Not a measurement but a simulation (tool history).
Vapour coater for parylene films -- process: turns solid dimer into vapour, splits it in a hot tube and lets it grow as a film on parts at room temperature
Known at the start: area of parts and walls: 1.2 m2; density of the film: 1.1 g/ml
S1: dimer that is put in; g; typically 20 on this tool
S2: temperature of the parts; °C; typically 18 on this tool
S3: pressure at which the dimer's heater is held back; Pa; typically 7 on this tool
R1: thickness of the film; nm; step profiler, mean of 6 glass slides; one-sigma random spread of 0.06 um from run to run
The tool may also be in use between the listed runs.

Run 1, hour 0: usual settings. Result: R1 7020 nm.
Run 2, hour 15.5: usual settings. Result: R1 7030 nm.
Run 3, hour 28.6: usual settings. Result: R1 6860 nm.
Run 4, hour 42.4: usual settings. Result: R1 6920 nm.
Run 5, hour 57.6: usual settings. Result: R1 6850 nm.
Run 6, hour 68.2: usual settings. Result: R1 6940 nm.
Run 7, hour 79: usual settings. Result: R1 6900 nm.
Run 8, hour 94.2: usual settings. Result: R1 6770 nm.
Run 9, hour 104.2: usual settings. Result: R1 6760 nm.
Run 10, hour 113: usual settings but S1 18 g. Result: R1 6170 nm.
Run 11, hour 127.5: usual settings. Result: R1 6790 nm.
Run 12, hour 141.7: usual settings. Result: R1 6790 nm.
Run 13, hour 159.5: usual settings. Result: R1 6820 nm.
Run 14, hour 169.6: usual settings. Result: R1 6640 nm.
Run 15, hour 179: usual settings but S1 10 g, S2 11 °C, S3 2.9 Pa. Result: R1 4900 nm.
Run 16, hour 186.9: usual settings but S1 11 g, S2 11 °C, S3 2.9 Pa. Result: R1 5460 nm.
Run 17, hour 200.9: usual settings but S1 11 g, S2 11 °C, S3 2.9 Pa. Result: R1 5470 nm.
Run 18, hour 216.6: usual settings but S1 14 g, S2 17 °C, S3 2.9 Pa. Result: R1 5190 nm.
Run 19, hour 225.7: usual settings but S1 14 g, S2 17 °C, S3 2.9 Pa. Result: R1 5150 nm.
Run 20, hour 234.9: usual settings but S1 29 g. Result: R1 9640 nm.
Run 21, hour 252.5: usual settings but S1 29 g. Result: R1 9510 nm.
Run 22, hour 261.8: usual settings but S1 29 g, S2 25 °C, S3 11.86 Pa. Result: R1 6620 nm.
Run 23, hour 271.6: usual settings but S1 29 g, S2 19 °C, S3 11.86 Pa. Result: R1 8770 nm.
Run 24, hour 286.1: usual settings but S1 29 g, S2 19 °C, S3 11.86 Pa. Result: R1 8850 nm.
Run 25, hour 303.5: usual settings but S1 27 g, S3 4.43 Pa. Result: R1 9040 nm.
Run 26, hour 317.5: usual settings but S1 33 g, S2 24 °C, S3 3.44 Pa. Result: R1 8500 nm.

Table of differences, measured result less the result of that run with no hidden state. Run-to-run variation is the same in both. Gauge scatter possibly is not:
What the log doesn't record here: vapour lost through the trap's worn valve, %; true temperature of the parts over the reading, C; drift of the gauge itself on film_um, %.
run    R1
  1   -30
  2   -50
  3   -70
  4   -90
  5  -110
  6  -130
  7  -150
  8  -170
  9  -180
 10  -170
 11  -220
 12  -230
 13  -260
 14  -270
 15  -220
 16  -250
 17  -260
 18  -270
 19  -280
 20  -530
 21  -570
 22  -410
 23  -550
 24  -590
 25  -650
 26  -630
